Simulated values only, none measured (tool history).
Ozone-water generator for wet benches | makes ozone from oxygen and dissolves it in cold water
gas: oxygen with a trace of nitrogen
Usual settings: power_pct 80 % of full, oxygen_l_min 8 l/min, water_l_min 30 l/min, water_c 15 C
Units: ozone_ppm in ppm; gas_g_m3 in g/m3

run	hour	power_pct	oxygen_l_min	water_l_min	water_c	ozone_ppm	gas_g_m3
1	0	80	8	30	15	25.3	258.7
2	77.6	80	8	30	15	24.7	257.6
3	162.5	80	8	30	15	24.4	257.6
4	241.9	80	8	30	15	24.9	258.9
5	394.5	80	8	30	15	24.9	256.9
6	484.3	80	8	30	21	22.8	258.6
7	630.4	80	8	23	8	33.8	256.8
8	736.3	52	8	46	15	13.6	204.6
9	812.4	80	8	36	10	22.6	258.2
10	995.4	78	8	45	16	17	254.7
11	1125.6	66	5.47	42	18	14.4	268.5
12	1207.9	50	12.12	20	8	30.5	170.8

4 ways to go on from here, each from the tool as it stands after run 12. What would each give?
A	1338.8	42	8	29	9	?	?
B	1338.8	48	8	42	9	?	?
C	1338.8	42	8	39	15	?	?
D	1338.8	50	11.64	20	8	?	?

run	ozone_ppm	gas_g_m3
A	19.9	182.4
B	15.1	195.5
C	14	182.5
D	30.2	172.7
Without the tool's hidden state the same runs would have given:
run	ozone_ppm	gas_g_m3
A	19.9	182.6
B	15.2	195.7
C	14.1	182.6
D	30.3	172.9
